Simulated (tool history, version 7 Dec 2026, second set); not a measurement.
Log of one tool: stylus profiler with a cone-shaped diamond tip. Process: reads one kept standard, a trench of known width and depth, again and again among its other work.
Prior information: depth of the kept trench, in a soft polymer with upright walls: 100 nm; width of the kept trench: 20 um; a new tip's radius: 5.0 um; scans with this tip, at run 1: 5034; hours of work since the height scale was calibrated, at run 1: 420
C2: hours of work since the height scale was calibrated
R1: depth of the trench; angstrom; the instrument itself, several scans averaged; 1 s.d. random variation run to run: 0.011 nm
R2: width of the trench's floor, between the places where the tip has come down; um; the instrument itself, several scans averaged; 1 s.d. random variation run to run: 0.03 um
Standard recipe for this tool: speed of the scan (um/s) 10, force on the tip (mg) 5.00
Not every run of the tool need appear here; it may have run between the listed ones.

run 1 day=0.000 | speed_of_the_scan_(um/s)=10 force_on_the_tip_(mg)=5.00 | scans_with_this_tip=5034 C2=420 | R1=1018.1 R2=17.94
run 2 day=0.629 | speed_of_the_scan_(um/s)=10 force_on_the_tip_(mg)=5.00 | scans_with_this_tip=5123 C2=428 | R1=1018.0 R2=17.84
run 3 day=1.412 | speed_of_the_scan_(um/s)=10 force_on_the_tip_(mg)=5.00 | scans_with_this_tip=5232 C2=437 | R1=1018.0 R2=17.93
run 4 day=2.021 | speed_of_the_scan_(um/s)=10 force_on_the_tip_(mg)=5.00 | scans_with_this_tip=5317 C2=444 | R1=1018.0 R2=17.95
run 5 day=2.604 | speed_of_the_scan_(um/s)=6 force_on_the_tip_(mg)=5.00 | scans_with_this_tip=5399 C2=451 | R1=1018.1 R2=17.89
run 6 day=3.754 | speed_of_the_scan_(um/s)=10 force_on_the_tip_(mg)=2.61 | scans_with_this_tip=5560 C2=464 | R1=1011.6 R2=17.89
run 7 day=4.788 | speed_of_the_scan_(um/s)=10 force_on_the_tip_(mg)=2.61 | scans_with_this_tip=5705 C2=476 | R1=1011.4 R2=17.90
run 8 day=5.700 | speed_of_the_scan_(um/s)=10 force_on_the_tip_(mg)=3.19 | scans_with_this_tip=5833 C2=487 | R1=1013.1 R2=17.88
run 9 day=7.075 | speed_of_the_scan_(um/s)=3 force_on_the_tip_(mg)=5.93 | scans_with_this_tip=6025 C2=503 | R1=1020.0 R2=17.91
run 10 day=8.212 | speed_of_the_scan_(um/s)=3 force_on_the_tip_(mg)=2.92 | scans_with_this_tip=6184 C2=516 | R1=1012.2 R2=17.91
run 11 day=9.079 | speed_of_the_scan_(um/s)=22 force_on_the_tip_(mg)=8.48 | scans_with_this_tip=6306 C2=527 | R1=1025.9 R2=17.88
run 12 day=9.738 | speed_of_the_scan_(um/s)=22 force_on_the_tip_(mg)=8.48 | scans_with_this_tip=6398 C2=534 | R1=1025.6 R2=17.90
run 13 day=11.067 | speed_of_the_scan_(um/s)=38 force_on_the_tip_(mg)=9.01 | scans_with_this_tip=6584 C2=550 | R1=1027.2 R2=17.91
run 14 day=12.175 | speed_of_the_scan_(um/s)=17 force_on_the_tip_(mg)=1.95 | scans_with_this_tip=6739 C2=563 | R1=1009.3 R2=17.82

Forecast run 15:
run 15 day=12.792 | speed_of_the_scan_(um/s)=17 force_on_the_tip_(mg)=1.95 | scans_with_this_tip=6826 C2=570 | R1=? R2=?

R1: 1009.1 angstrom
R2: 17.82 um
Minus the tool's unlogged condition, the same run would have read R1 1009.9 angstrom, R2 17.94 um.

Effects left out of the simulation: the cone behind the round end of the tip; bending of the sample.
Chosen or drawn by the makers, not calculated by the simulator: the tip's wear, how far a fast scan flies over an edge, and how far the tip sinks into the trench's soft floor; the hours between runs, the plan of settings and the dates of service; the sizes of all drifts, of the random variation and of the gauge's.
